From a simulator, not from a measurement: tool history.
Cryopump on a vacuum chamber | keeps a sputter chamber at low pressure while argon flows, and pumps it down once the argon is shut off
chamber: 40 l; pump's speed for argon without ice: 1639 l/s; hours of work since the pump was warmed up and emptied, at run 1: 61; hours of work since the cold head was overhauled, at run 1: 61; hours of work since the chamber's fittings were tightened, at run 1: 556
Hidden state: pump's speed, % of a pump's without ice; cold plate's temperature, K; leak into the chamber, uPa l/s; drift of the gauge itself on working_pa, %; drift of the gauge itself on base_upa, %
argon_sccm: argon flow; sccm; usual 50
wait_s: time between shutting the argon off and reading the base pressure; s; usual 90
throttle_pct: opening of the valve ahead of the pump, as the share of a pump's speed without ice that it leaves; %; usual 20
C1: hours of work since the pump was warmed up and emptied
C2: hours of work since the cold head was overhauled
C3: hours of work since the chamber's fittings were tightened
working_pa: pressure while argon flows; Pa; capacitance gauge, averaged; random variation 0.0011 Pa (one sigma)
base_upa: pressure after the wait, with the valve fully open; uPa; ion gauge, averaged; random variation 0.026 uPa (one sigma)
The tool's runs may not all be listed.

{"run": 1, "day": 0.0, "argon_sccm": 50, "wait_s": 90, "throttle_pct": 20, "C1": 61, "C2": 61, "C3": 556, "working_pa": 0.2594, "base_upa": 1.24}
{"run": 2, "day": 2.942, "argon_sccm": 50, "wait_s": 90, "throttle_pct": 35, "C1": 97, "C2": 97, "C3": 591, "working_pa": 0.1511, "base_upa": 1.3}
{"run": 3, "day": 5.017, "argon_sccm": 50, "wait_s": 90, "throttle_pct": 20, "C1": 122, "C2": 122, "C3": 617, "working_pa": 0.2634, "base_upa": 1.31}
{"run": 4, "day": 6.679, "argon_sccm": 50, "wait_s": 90, "throttle_pct": 20, "C1": 142, "C2": 142, "C3": 637, "working_pa": 0.2635, "base_upa": 1.35}
{"run": 5, "day": 9.425, "argon_sccm": 50, "wait_s": 90, "throttle_pct": 20, "C1": 175, "C2": 175, "C3": 670, "working_pa": 0.2645, "base_upa": 1.34}
{"run": 6, "day": 12.096, "argon_sccm": 50, "wait_s": 273, "throttle_pct": 20, "C1": 208, "C2": 208, "C3": 703, "working_pa": 0.2642, "base_upa": 0.75}
{"run": 7, "day": 14.862, "argon_sccm": 50, "wait_s": 273, "throttle_pct": 20, "C1": 241, "C2": 241, "C3": 736, "working_pa": 0.2658, "base_upa": 0.74}
{"run": 8, "day": 16.329, "argon_sccm": 74, "wait_s": 90, "throttle_pct": 20, "C1": 259, "C2": 259, "C3": 754, "working_pa": 0.3954, "base_upa": 1.4}
{"run": 9, "day": 18.5, "argon_sccm": 74, "wait_s": 90, "throttle_pct": 20, "C1": 286, "C2": 286, "C3": 780, "working_pa": 0.3989, "base_upa": 1.44}
{"run": 10, "day": 20.396, "argon_sccm": 74, "wait_s": 90, "throttle_pct": 21, "C1": 309, "C2": 309, "C3": 804, "working_pa": 0.3796, "base_upa": 1.4}
{"run": 11, "day": 22.583, "argon_sccm": 39, "wait_s": 82, "throttle_pct": 22, "C1": 335, "C2": 335, "C3": 830, "working_pa": 0.1929, "base_upa": 1.54}
{"day": 24.138, "done": "pump warmed up, emptied and cooled again"}
{"run": 12, "day": 24.75, "argon_sccm": 39, "wait_s": 82, "throttle_pct": 22, "C1": 7, "C2": 359, "C3": 854, "working_pa": 0.1835, "base_upa": 1.44}
{"run": 13, "day": 26.562, "argon_sccm": 39, "wait_s": 82, "throttle_pct": 22, "C1": 29, "C2": 381, "C3": 876, "working_pa": 0.1833, "base_upa": 1.4}

3 ways to go on from here, each from the tool as it stands after run 13. What would each give?
{"run": "A", "day": 29.146, "argon_sccm": 50, "wait_s": 216, "throttle_pct": 58, "C1": 61, "C2": 413, "C3": 907, "working_pa": "?", "base_upa": "?"}
{"run": "B", "day": 29.146, "argon_sccm": 40, "wait_s": 82, "throttle_pct": 22, "C1": 61, "C2": 413, "C3": 907, "working_pa": "?", "base_upa": "?"}
{"run": "C", "day": 29.146, "argon_sccm": 39, "wait_s": 177, "throttle_pct": 22, "C1": 61, "C2": 413, "C3": 907, "working_pa": "?", "base_upa": "?"}

run=A working_pa=0.0915 base_upa=0.86
run=B working_pa=0.1903 base_upa=1.51
run=C working_pa=0.1831 base_upa=0.95
Without the tool's hidden state the same runs would have given:
run=A working_pa=0.0891 base_upa=0.60
run=B working_pa=0.1884 base_upa=1.24
run=C working_pa=0.1812 base_upa=0.69

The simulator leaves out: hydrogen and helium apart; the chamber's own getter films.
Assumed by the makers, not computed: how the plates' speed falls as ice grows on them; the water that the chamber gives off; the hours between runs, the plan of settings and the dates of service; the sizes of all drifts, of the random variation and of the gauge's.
